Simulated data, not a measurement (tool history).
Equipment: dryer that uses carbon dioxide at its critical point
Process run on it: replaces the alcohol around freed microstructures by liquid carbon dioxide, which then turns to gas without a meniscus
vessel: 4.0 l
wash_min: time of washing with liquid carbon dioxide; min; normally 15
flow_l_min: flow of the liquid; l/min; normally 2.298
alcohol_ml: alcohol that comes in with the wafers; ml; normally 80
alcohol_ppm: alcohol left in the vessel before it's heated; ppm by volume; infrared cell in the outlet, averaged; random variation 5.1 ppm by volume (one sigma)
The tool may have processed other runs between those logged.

run,hour,wash_min,flow_l_min,alcohol_ml,alcohol_ppm
1,0,15,2.298,80,105
2,7.8,15,2.298,80,111
3,16.4,15,2.298,80,107
4,21.7,15,2.298,80,110
5,26.9,15,2.298,80,111
6,33.5,15,2.298,80,110
7,43,23,1.65,22,60
8,48.2,16,3.72,25,47

Forecast run 9:
9,52.6,12,3.1,56,?

Run 9 yielded alcohol_ppm 82 ppm by volume.
With the hidden condition absent and the run-to-run variation left alone, this run would have shown alcohol_ppm 31 ppm by volume.
